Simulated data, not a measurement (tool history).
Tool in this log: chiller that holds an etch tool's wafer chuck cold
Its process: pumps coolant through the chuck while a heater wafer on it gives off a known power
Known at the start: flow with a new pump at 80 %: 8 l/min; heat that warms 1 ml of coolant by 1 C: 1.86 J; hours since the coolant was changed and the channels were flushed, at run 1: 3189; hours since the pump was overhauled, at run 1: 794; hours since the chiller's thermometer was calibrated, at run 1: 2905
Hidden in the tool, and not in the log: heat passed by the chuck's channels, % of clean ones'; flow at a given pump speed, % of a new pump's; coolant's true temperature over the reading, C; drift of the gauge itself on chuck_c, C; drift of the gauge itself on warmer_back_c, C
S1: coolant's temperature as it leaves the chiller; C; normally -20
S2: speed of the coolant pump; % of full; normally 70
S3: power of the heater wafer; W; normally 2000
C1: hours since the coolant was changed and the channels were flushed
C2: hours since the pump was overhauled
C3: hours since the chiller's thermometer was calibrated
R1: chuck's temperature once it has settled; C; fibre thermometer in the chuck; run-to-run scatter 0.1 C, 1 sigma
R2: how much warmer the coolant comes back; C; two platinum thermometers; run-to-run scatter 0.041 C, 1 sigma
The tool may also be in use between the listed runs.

run   hour   S1  S2    S3    C1    C2    C3    R1    R2
  1      0  -20  70  2000  3189   794  2905   7.4  9.35
  2   18.3  -20  70  2000  3208   813  2923   7.2  9.43
  3   44.7  -20  70  2000  3234   839  2950   7.1  9.33
  4   71.9  -20  70  2000  3261   866  2977   7.3  9.42
  5  101.9  -20  70  2000  3291   896  3007   7.4  9.48
  6    115  -20  70  2000  3304   909  3020   7.4  9.44
  7    131  -20  70  2000  3320   925  3036   7.4  9.39
  8    148  -20  70  2000  3337   942  3053   7.5  9.42
     151.1  -- chiller's thermometer calibrated
  9    171  -20  70  2000  3359   964    20   7.4  9.43
 10  192.2  -20  70  2000  3381   986    41   7.4  9.39
 11  220.9  -20  85  2000  3409  1014    70   3.1  7.91
 12    242  -20  85  2000  3430  1035    91   3.2  7.86
       259  -- chiller's thermometer calibrated, once more
 13  272.7  -20  85  2000  3460  1065    14   3.6  7.85
 14  302.7  -20  84  2000  3490  1095    44     4  7.92
 15  318.6  -20  84  2000  3506  1111    60     4  7.87
 16  334.8  -21  87  1619  3522  1127    76    -2  6.13
 17  353.3  -20  94  1619  3541  1146    94  -2.3  5.75

Forecast each of these 4 alternatives for the next run:
  A  379.6  -17  70  1279  3567  1172  121   ?   ?
  B  379.6  -11  81  2117  3567  1172  121   ?   ?
  C  379.6  -27  71  1358  3567  1172  121   ?   ?
  D  379.6  -27  68  2000  3567  1172  121   ?   ?

run    R1    R2
  A   1.2  6.08
  B  15.3  8.67
  C    -8  6.33
  D     2  9.69
What these runs would have given with no unlogged condition in the tool:
run     R1    R2
  A   -1.9  5.89
  B   10.8  8.41
  C  -11.2  6.13
  D   -2.8   9.4

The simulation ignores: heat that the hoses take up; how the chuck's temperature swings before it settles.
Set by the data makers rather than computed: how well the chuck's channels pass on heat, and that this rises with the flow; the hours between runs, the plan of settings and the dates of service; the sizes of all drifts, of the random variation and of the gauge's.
